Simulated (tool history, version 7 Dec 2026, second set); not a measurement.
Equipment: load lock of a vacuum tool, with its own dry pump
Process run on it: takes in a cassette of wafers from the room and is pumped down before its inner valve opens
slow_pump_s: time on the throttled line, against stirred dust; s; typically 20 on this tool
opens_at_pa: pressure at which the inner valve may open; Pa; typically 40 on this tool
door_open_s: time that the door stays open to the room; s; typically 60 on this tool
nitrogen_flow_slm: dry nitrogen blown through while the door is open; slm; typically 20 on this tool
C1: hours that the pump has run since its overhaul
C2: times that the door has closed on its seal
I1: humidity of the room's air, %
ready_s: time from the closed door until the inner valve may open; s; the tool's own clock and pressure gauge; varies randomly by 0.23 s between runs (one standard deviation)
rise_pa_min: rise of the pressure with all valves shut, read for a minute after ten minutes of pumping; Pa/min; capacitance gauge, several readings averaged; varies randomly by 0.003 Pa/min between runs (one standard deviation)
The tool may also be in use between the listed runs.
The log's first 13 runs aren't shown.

Run 14, hour 2414.9: usual settings; C1 1455; C2 6642; I1 45.4. Result: ready_s 38.4 s, rise_pa_min 0.097 Pa/min.
Run 15, hour 2620.1: usual settings; C1 1660; C2 6894; I1 46.1. Result: ready_s 38.4 s, rise_pa_min 0.105 Pa/min.
Run 16, hour 2871.3: usual settings; C1 1911; C2 7202; I1 45.2. Result: ready_s 38.8 s, rise_pa_min 0.104 Pa/min.
Run 17, hour 3082.7: usual settings but opens_at_pa 46 Pa; C1 2123; C2 7461; I1 46.5. Result: ready_s 38.0 s, rise_pa_min 0.115 Pa/min.
Run 18, hour 3213.2: usual settings but opens_at_pa 46 Pa, door_open_s 57 s; C1 2253; C2 7622; I1 47.3. Result: ready_s 38.2 s, rise_pa_min 0.115 Pa/min.
Run 19, hour 3375.2: usual settings but slow_pump_s 14 s, opens_at_pa 77 Pa, door_open_s 46 s, nitrogen_flow_slm 41 slm; C1 2415; C2 7821; I1 42.3. Result: ready_s 32.1 s, rise_pa_min 0.103 Pa/min.
Run 20, hour 3593.6: usual settings but slow_pump_s 14 s, opens_at_pa 77 Pa, door_open_s 46 s, nitrogen_flow_slm 41 slm; C1 2634; C2 8089; I1 47.9. Result: ready_s 32.1 s, rise_pa_min 0.110 Pa/min.
Run 21, hour 3778.5: usual settings but slow_pump_s 14 s, opens_at_pa 77 Pa, door_open_s 30 s, nitrogen_flow_slm 41 slm; C1 2819; C2 8316; I1 49.8. Result: ready_s 32.2 s, rise_pa_min 0.113 Pa/min.
Run 22, hour 4030.4: usual settings but slow_pump_s 12 s, opens_at_pa 46 Pa, door_open_s 63 s; C1 3070; C2 8625; I1 45.6. Result: ready_s 32.6 s, rise_pa_min 0.131 Pa/min.
Run 23, hour 4203.8: usual settings but slow_pump_s 13 s, opens_at_pa 49 Pa, nitrogen_flow_slm 33 slm; C1 3244; C2 8838; I1 43.6. Result: ready_s 33.0 s, rise_pa_min 0.125 Pa/min.
Run 24, hour 4430.5: usual settings but slow_pump_s 28 s, opens_at_pa 49 Pa, nitrogen_flow_slm 13 slm; C1 3470; C2 9116; I1 44.1. Result: ready_s 44.0 s, rise_pa_min 0.139 Pa/min.
Run 25, hour 4589.2: usual settings but slow_pump_s 13 s, opens_at_pa 44 Pa, door_open_s 148 s, nitrogen_flow_slm 4 slm; C1 3629; C2 9311; I1 47.1. Result: ready_s 33.2 s, rise_pa_min 0.213 Pa/min.
Run 26, hour 4822.0: usual settings but slow_pump_s 13 s, opens_at_pa 46 Pa, door_open_s 106 s, nitrogen_flow_slm 4 slm; C1 3862; C2 9597; I1 41.9. Result: ready_s 33.6 s, rise_pa_min 0.196 Pa/min.
Run 27, hour 4950.3: usual settings but slow_pump_s 13 s, opens_at_pa 46 Pa, door_open_s 106 s, nitrogen_flow_slm 4 slm; C1 3990; C2 9754; I1 46.0. Result: ready_s 33.2 s, rise_pa_min 0.205 Pa/min.
Run 28, hour 5188.2: usual settings but slow_pump_s 13 s, opens_at_pa 46 Pa, door_open_s 106 s, nitrogen_flow_slm 4 slm; C1 4228; C2 10046; I1 43.0. Result: ready_s 33.4 s, rise_pa_min 0.205 Pa/min.
Run 29, hour 5403.0: usual settings but nitrogen_flow_slm 45 slm; C1 4443; C2 10310; I1 46.5. Result: ready_s 38.8 s, rise_pa_min 0.140 Pa/min.
Run 30, hour 5623.1: usual settings but opens_at_pa 43 Pa, nitrogen_flow_slm 45 slm; C1 4663; C2 10580; I1 47.1. Result: ready_s 39.0 s, rise_pa_min 0.150 Pa/min.
Run 31, hour 5807.2: usual settings but opens_at_pa 43 Pa, door_open_s 75 s, nitrogen_flow_slm 38 slm; C1 4847; C2 10806; I1 44.8. Result: ready_s 38.5 s, rise_pa_min 0.163 Pa/min.
Run 32, hour 6004.0: usual settings but slow_pump_s 25 s, door_open_s 92 s; C1 5044; C2 11048; I1 45.9. Result: ready_s 43.0 s, rise_pa_min 0.176 Pa/min.
Run 33, hour 6213.2: usual settings but slow_pump_s 25 s, door_open_s 92 s; C1 5253; C2 11304; I1 48.5. Result: ready_s 42.8 s, rise_pa_min 0.176 Pa/min.
Run 34, hour 6414.9: usual settings but slow_pump_s 25 s, door_open_s 92 s; C1 5455; C2 11552; I1 49.5. Result: ready_s 42.4 s, rise_pa_min 0.190 Pa/min.
Run 35, hour 6644.9: usual settings but slow_pump_s 30 s, opens_at_pa 32 Pa; C1 5685; C2 11834; I1 44.0. Result: ready_s 47.8 s, rise_pa_min 0.188 Pa/min.
Run 36, hour 6764.7: usual settings but door_open_s 34 s; C1 5805; C2 11981; I1 43.1. Result: ready_s 39.1 s, rise_pa_min 0.183 Pa/min.

Alternative continuations, all from the tool just after run 36; predict every row:
Run A, hour 6918.5: usual settings but door_open_s 28 s, nitrogen_flow_slm 7 slm; C1 5959; C2 12170; I1 48.2. Result: ready_s ?, rise_pa_min ?.
Run B, hour 6918.5: usual settings but slow_pump_s 23 s, opens_at_pa 64 Pa, door_open_s 34 s; C1 5959; C2 12170; I1 43.5. Result: ready_s ?, rise_pa_min ?.
Run C, hour 6918.5: usual settings but slow_pump_s 35 s, opens_at_pa 37 Pa, door_open_s 34 s; C1 5959; C2 12170; I1 48.5. Result: ready_s ?, rise_pa_min ?.
Run D, hour 6918.5: usual settings but opens_at_pa 51 Pa, door_open_s 92 s; C1 5959; C2 12170; I1 43.9. Result: ready_s ?, rise_pa_min ?.
Run E, hour 6918.5: usual settings but door_open_s 223 s; C1 5959; C2 12170; I1 44.9. Result: ready_s ?, rise_pa_min ?.

run  ready_s  rise_pa_min
  A     39.6        0.196
  B     39.6        0.192
  C     50.1        0.192
  D     38.5        0.202
  E     39.2        0.219
Had the tool no hidden state, the same runs would have come out as:
run  ready_s  rise_pa_min
  A     38.6        0.029
  B     38.7        0.019
  C     49.3        0.020
  D     37.5        0.029
  E     38.2        0.044
